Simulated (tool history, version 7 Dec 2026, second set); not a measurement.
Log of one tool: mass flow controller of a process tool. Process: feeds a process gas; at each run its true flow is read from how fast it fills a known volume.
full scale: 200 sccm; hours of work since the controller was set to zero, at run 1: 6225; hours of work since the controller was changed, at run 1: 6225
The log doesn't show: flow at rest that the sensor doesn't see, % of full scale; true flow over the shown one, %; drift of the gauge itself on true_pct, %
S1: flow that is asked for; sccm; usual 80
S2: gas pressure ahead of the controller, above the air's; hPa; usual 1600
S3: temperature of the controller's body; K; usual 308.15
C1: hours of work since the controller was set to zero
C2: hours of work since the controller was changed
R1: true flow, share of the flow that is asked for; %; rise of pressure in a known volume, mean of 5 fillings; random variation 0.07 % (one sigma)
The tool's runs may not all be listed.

run,day,S1,S2,S3,C1,C2,R1
1,0.000,80,1600,308.15,6225,6225,100.17
2,4.433,80,1600,308.15,6283,6283,100.16
3,10.554,80,1600,308.15,6363,6363,100.26
4,18.696,80,1600,308.15,6470,6470,100.07
5,26.342,80,1600,308.15,6570,6570,100.19
6,33.758,80,1600,308.15,6667,6667,100.19
7,41.867,80,1600,294.15,6774,6774,99.41
8,46.929,80,1600,294.15,6840,6840,99.12
9,52.625,80,1600,294.15,6915,6915,99.12
10,60.204,80,1600,294.15,7014,7014,99.29
11,65.050,80,1600,294.15,7077,7077,99.19
12,69.533,80,1600,294.15,7136,7136,99.24
13,73.312,77,1600,308.15,7186,7186,100.39
14,79.483,29,1600,308.15,7267,7267,104.12
15,84.883,29,1600,308.15,7337,7337,104.29
16,89.404,80,1600,309.15,7397,7397,100.24
17,95.417,92,2250,309.15,7475,7475,100.46
18,101.862,100,2250,300.15,7560,7560,99.75

The next listed run, before its measurement:
19,105.596,37,1650,311.15,7609,7609,?

Run 19 gave R1 103.10 %.
Without the tool's hidden state the same run would have given R1 99.06 %.
